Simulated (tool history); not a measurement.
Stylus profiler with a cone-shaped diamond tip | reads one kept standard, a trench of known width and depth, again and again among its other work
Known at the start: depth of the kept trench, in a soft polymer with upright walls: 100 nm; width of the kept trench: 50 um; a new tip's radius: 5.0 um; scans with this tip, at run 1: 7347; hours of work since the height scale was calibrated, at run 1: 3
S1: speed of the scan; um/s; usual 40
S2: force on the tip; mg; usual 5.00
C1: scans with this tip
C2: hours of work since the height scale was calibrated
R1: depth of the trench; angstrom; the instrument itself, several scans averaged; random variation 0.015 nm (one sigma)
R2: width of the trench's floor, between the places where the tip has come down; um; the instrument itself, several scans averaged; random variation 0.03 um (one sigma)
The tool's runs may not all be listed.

run 1 day=0.000 | S1=40 S2=5.00 | C1=7347 C2=3 | R1=1021.0 R2=47.93
run 2 day=2.558 | S1=40 S2=5.00 | C1=7534 C2=29 | R1=1020.9 R2=47.94
run 3 day=5.292 | S1=40 S2=12.02 | C1=7733 C2=57 | R1=1037.3 R2=47.95
run 4 day=6.679 | S1=40 S2=3.21 | C1=7834 C2=71 | R1=1015.2 R2=47.95
run 5 day=9.404 | S1=40 S2=3.21 | C1=8032 C2=99 | R1=1015.6 R2=47.88
run 6 day=11.025 | S1=40 S2=3.21 | C1=8150 C2=116 | R1=1015.3 R2=47.89
run 7 day=13.204 | S1=40 S2=3.21 | C1=8309 C2=138 | R1=1015.3 R2=47.93
run 8 day=16.075 | S1=40 S2=3.21 | C1=8518 C2=168 | R1=1015.3 R2=47.91
run 9 day=17.704 | S1=40 S2=5.00 | C1=8637 C2=184 | R1=1021.1 R2=47.88
run 10 day=19.888 | S1=40 S2=5.00 | C1=8796 C2=207 | R1=1020.8 R2=47.89
run 11 day=21.783 | S1=40 S2=5.00 | C1=8934 C2=226 | R1=1021.1 R2=47.89
run 12 day=24.304 | S1=40 S2=2.57 | C1=9118 C2=252 | R1=1013.2 R2=47.96
run 13 day=26.092 | S1=24 S2=5.00 | C1=9248 C2=270 | R1=1020.6 R2=47.99
run 14 day=28.675 | S1=89 S2=5.00 | C1=9436 C2=297 | R1=1020.7 R2=47.75
run 15 day=30.296 | S1=53 S2=5.00 | C1=9554 C2=314 | R1=1020.9 R2=47.91
run 16 day=33.233 | S1=18 S2=13.48 | C1=9768 C2=344 | R1=1040.1 R2=47.92
run 17 day=34.629 | S1=40 S2=4.46 | C1=9870 C2=358 | R1=1019.0 R2=47.89
run 18 day=35.879 | S1=89 S2=1.78 | C1=9961 C2=371 | R1=1010.0 R2=47.70
run 19 day=38.783 | S1=89 S2=1.78 | C1=10172 C2=401 | R1=1010.4 R2=47.61
run 20 day=41.529 | S1=89 S2=1.78 | C1=10372 C2=429 | R1=1010.4 R2=47.66
run 21 day=44.383 | S1=35 S2=5.46 | C1=10580 C2=458 | R1=1022.0 R2=47.91
run 22 day=47.150 | S1=23 S2=1.96 | C1=10781 C2=486 | R1=1011.0 R2=47.96
run 23 day=49.158 | S1=61 S2=7.62 | C1=10928 C2=507 | R1=1027.2 R2=47.85
run 24 day=51.075 | S1=150 S2=5.00 | C1=11067 C2=527 | R1=1020.7 R2=47.67
run 25 day=53.021 | S1=150 S2=5.00 | C1=11209 C2=547 | R1=1020.6 R2=47.56
run 26 day=54.483 | S1=150 S2=5.00 | C1=11316 C2=562 | R1=1020.8 R2=47.64
run 27 day=55.908 | S1=56 S2=6.99 | C1=11419 C2=576 | R1=1025.9 R2=47.91
run 28 day=58.550 | S1=56 S2=6.99 | C1=11612 C2=603 | R1=1025.8 R2=47.84
run 29 day=60.562 | S1=21 S2=10.64 | C1=11758 C2=624 | R1=1034.4 R2=47.96
run 30 day=62.488 | S1=21 S2=8.51 | C1=11899 C2=644 | R1=1029.7 R2=47.91

Forecast each of these 3 alternatives for the next run:
run A day=65.133 | S1=17 S2=2.36 | C1=12091 C2=671 | R1=? R2=?
run B day=65.133 | S1=146 S2=14.57 | C1=12091 C2=671 | R1=? R2=?
run C day=65.133 | S1=13 S2=14.19 | C1=12091 C2=671 | R1=? R2=?

run=A R1=1012.3 R2=47.98
run=B R1=1042.6 R2=47.75
run=C R1=1041.6 R2=48.00
Without the tool's hidden state the same runs would have given:
run=A R1=1012.3 R2=47.99
run=B R1=1042.6 R2=47.76
run=C R1=1041.6 R2=48.01
